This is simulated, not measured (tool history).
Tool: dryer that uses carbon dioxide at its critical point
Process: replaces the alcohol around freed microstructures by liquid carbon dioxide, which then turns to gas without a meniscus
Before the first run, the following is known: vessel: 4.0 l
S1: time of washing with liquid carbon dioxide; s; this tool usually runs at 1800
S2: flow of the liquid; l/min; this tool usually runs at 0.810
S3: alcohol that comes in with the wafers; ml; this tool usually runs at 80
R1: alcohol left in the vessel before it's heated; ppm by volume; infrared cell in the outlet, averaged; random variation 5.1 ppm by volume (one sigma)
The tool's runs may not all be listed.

Run 1, hour 0.0: usual settings. Result: R1 78 ppm by volume.
Run 2, hour 4.2: usual settings. Result: R1 64 ppm by volume.
Run 3, hour 8.7: usual settings. Result: R1 79 ppm by volume.
Run 4, hour 15.4: usual settings but S2 1.358 l/min. Result: R1 7 ppm by volume.
Run 5, hour 19.7: usual settings. Result: R1 79 ppm by volume.
Run 6, hour 24.7: usual settings. Result: R1 86 ppm by volume.
Run 7, hour 33.8: usual settings. Result: R1 72 ppm by volume.
Run 8, hour 40.4: usual settings. Result: R1 82 ppm by volume.
Run 9, hour 45.0: usual settings. Result: R1 86 ppm by volume.
Run 10, hour 48.8: usual settings. Result: R1 76 ppm by volume.
Run 11, hour 53.1: usual settings. Result: R1 78 ppm by volume.
Run 12, hour 58.2: usual settings but S1 2460 s. Result: R1 22 ppm by volume.
Run 13, hour 62.0: usual settings but S1 2460 s. Result: R1 9 ppm by volume.
Run 14, hour 69.3: usual settings but S1 2460 s. Result: R1 20 ppm by volume.
Run 15, hour 77.3: usual settings but S1 2460 s. Result: R1 9 ppm by volume.
Run 16, hour 83.7: usual settings but S1 1380 s. Result: R1 271 ppm by volume.
Run 17, hour 90.7: usual settings but S1 1380 s. Result: R1 272 ppm by volume.
Run 18, hour 97.8: usual settings but S1 1380 s. Result: R1 263 ppm by volume.
Run 19, hour 102.0: usual settings. Result: R1 79 ppm by volume.
Run 20, hour 110.4: usual settings. Result: R1 77 ppm by volume.
Run 21, hour 119.4: usual settings. Result: R1 89 ppm by volume.
Run 22, hour 125.1: usual settings. Result: R1 81 ppm by volume.
Run 23, hour 133.7: usual settings. Result: R1 93 ppm by volume.
Run 24, hour 141.9: usual settings. Result: R1 97 ppm by volume.
Run 25, hour 149.3: usual settings. Result: R1 90 ppm by volume.
Run 26, hour 156.4: usual settings but S1 1320 s, S2 1.309 l/min, S3 35 ml. Result: R1 31 ppm by volume.
Run 27, hour 163.3: usual settings but S1 1140 s, S2 1.309 l/min, S3 35 ml. Result: R1 25 ppm by volume.
Run 28, hour 169.0: usual settings but S1 2340 s, S2 1.303 l/min, S3 21 ml. Result: R1 12 ppm by volume.
Run 29, hour 174.7: usual settings but S3 48 ml. Result: R1 53 ppm by volume.
Run 30, hour 180.6: usual settings but S2 0.995 l/min. Result: R1 38 ppm by volume.
Run 31, hour 188.7: usual settings but S2 1.293 l/min. Result: R1 28 ppm by volume.
Run 32, hour 193.8: usual settings but S1 1680 s, S2 1.293 l/min, S3 92 ml. Result: R1 20 ppm by volume.
Run 33, hour 201.3: usual settings but S1 1680 s, S2 0.605 l/min, S3 84 ml. Result: R1 483 ppm by volume.
Run 34, hour 205.6: usual settings but S1 1680 s, S2 0.605 l/min, S3 84 ml. Result: R1 464 ppm by volume.
Run 35, hour 211.4: usual settings but S1 1440 s, S2 0.605 l/min, S3 84 ml. Result: R1 805 ppm by volume.
Run 36, hour 215.7: usual settings but S3 48 ml. Result: R1 68 ppm by volume.
Run 37, hour 223.0: usual settings but S1 1680 s, S3 33 ml. Result: R1 56 ppm by volume.
Run 38, hour 227.5: usual settings but S1 1680 s, S3 33 ml. Result: R1 60 ppm by volume.
Run 39, hour 235.5: usual settings but S1 2460 s, S2 0.882 l/min. Result: R1 26 ppm by volume.
Run 40, hour 242.7: usual settings but S1 2280 s, S2 0.638 l/min, S3 55 ml. Result: R1 78 ppm by volume.
Run 41, hour 249.9: usual settings but S2 0.934 l/min, S3 25 ml. Result: R1 30 ppm by volume.
Run 42, hour 258.7: usual settings but S1 1860 s, S2 0.487 l/min, S3 21 ml. Result: R1 198 ppm by volume.
Run 43, hour 264.7: usual settings but S1 1860 s, S2 0.487 l/min, S3 42 ml. Result: R1 371 ppm by volume.

Below are 3 alternative next runs, each starting from the tool's condition after run 43. Predict each:
Run A, hour 268.6: usual settings but S1 1560 s, S2 0.770 l/min. Result: R1 ?.
Run B, hour 268.6: usual settings but S1 1860 s, S2 0.487 l/min, S3 90 ml. Result: R1 ?.
Run C, hour 268.6: usual settings but S1 1860 s, S2 0.693 l/min, S3 118 ml. Result: R1 ?.

run   R1
  A  227
  B  762
  C  241
Stripped of hidden state, with their random variation kept, the same runs would have yielded:
run   R1
  A  156
  B  593
  C  163

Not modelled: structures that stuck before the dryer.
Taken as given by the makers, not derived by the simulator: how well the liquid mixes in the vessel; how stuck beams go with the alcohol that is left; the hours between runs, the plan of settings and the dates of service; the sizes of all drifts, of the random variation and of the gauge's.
